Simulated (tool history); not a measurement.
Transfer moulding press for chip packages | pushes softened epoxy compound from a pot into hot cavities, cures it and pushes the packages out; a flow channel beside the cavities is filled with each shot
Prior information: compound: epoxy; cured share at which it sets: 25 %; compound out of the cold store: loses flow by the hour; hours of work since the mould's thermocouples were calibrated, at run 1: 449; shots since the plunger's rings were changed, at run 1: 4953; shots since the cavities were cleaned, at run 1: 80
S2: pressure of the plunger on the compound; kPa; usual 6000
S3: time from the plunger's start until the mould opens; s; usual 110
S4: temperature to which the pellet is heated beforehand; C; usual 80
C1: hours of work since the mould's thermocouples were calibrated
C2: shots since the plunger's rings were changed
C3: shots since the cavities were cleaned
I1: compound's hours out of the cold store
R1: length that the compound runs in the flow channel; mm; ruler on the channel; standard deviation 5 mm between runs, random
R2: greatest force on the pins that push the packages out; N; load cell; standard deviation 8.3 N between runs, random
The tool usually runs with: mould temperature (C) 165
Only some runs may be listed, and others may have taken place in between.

run 1 hour=0.0 | mould_temperature_(C)=165 S2=6000 S3=110 S4=80 | C1=449 C2=4953 C3=80 | I1=44.4 | R1=456 R2=363
run 2 hour=34.5 | mould_temperature_(C)=165 S2=6000 S3=110 S4=80 | C1=471 C2=5327 C3=454 | I1=35.6 | R1=486 R2=430
-- hour=40.1 plunger's sealing rings changed
-- hour=56.4 cavities cleaned with cleaning compound and waxed
run 3 hour=61.6 | mould_temperature_(C)=165 S2=6000 S3=104 S4=80 | C1=486 C2=217 C3=56 | I1=15.6 | R1=595 R2=441
run 4 hour=83.6 | mould_temperature_(C)=165 S2=6000 S3=110 S4=80 | C1=500 C2=456 C3=295 | I1=9.1 | R1=632 R2=438
-- hour=117.2 cavities cleaned with cleaning compound and waxed
run 5 hour=118.3 | mould_temperature_(C)=165 S2=6000 S3=110 S4=80 | C1=522 C2=816 C3=11 | I1=36.0 | R1=512 R2=355
run 6 hour=154.3 | mould_temperature_(C)=158 S2=6000 S3=110 S4=80 | C1=545 C2=1208 C3=403 | I1=33.5 | R1=529 R2=699
-- hour=178.0 cavities cleaned with cleaning compound and waxed
run 7 hour=180.5 | mould_temperature_(C)=158 S2=6000 S3=110 S4=80 | C1=561 C2=1476 C3=27 | I1=30.4 | R1=547 R2=586
run 8 hour=212.1 | mould_temperature_(C)=158 S2=6000 S3=110 S4=80 | C1=581 C2=1819 C3=370 | I1=13.9 | R1=610 R2=747
-- hour=240.0 cavities cleaned with cleaning compound and waxed
run 9 hour=240.0 | mould_temperature_(C)=158 S2=6000 S3=110 S4=80 | C1=598 C2=2106 C3=0 | I1=23.4 | R1=565 R2=593
run 10 hour=277.6 | mould_temperature_(C)=158 S2=7250 S3=110 S4=80 | C1=622 C2=2515 C3=409 | I1=44.5 | R1=529 R2=651
run 11 hour=296.2 | mould_temperature_(C)=158 S2=7250 S3=110 S4=80 | C1=634 C2=2717 C3=611 | I1=11.1 | R1=681 R2=830
-- hour=300.4 cavities cleaned with cleaning compound and waxed
run 12 hour=326.5 | mould_temperature_(C)=158 S2=7250 S3=110 S4=80 | C1=653 C2=3029 C3=283 | I1=37.0 | R1=553 R2=618
-- hour=331.5 mould's thermocouples calibrated
run 13 hour=350.7 | mould_temperature_(C)=165 S2=6000 S3=110 S4=80 | C1=12 C2=3270 C3=524 | I1=41.2 | R1=468 R2=428
-- hour=363.0 cavities cleaned with cleaning compound and waxed
run 14 hour=372.6 | mould_temperature_(C)=165 S2=6000 S3=110 S4=80 | C1=26 C2=3493 C3=106 | I1=21.0 | R1=546 R2=375
run 15 hour=406.0 | mould_temperature_(C)=169 S2=5000 S3=109 S4=89 | C1=47 C2=3855 C3=468 | I1=14.7 | R1=514 R2=380
-- hour=422.6 cavities cleaned with cleaning compound and waxed
run 16 hour=433.8 | mould_temperature_(C)=165 S2=6340 S3=110 S4=80 | C1=64 C2=4141 C3=122 | I1=35.9 | R1=504 R2=369
run 17 hour=455.2 | mould_temperature_(C)=165 S2=6340 S3=110 S4=80 | C1=78 C2=4373 C3=354 | I1=40.3 | R1=480 R2=396

For run 18, what comes out?
-- hour=482.2 cavities cleaned with cleaning compound and waxed
run 18 hour=485.2 | mould_temperature_(C)=159 S2=6000 S3=110 S4=75 | C1=96 C2=4682 C3=33 | I1=42.8 | R1=? R2=?

Run 18 measured R1 473 mm, R2 505 N.
The same run, on a tool lacking any hidden state, would have yielded R1 508 mm, R2 551 N.
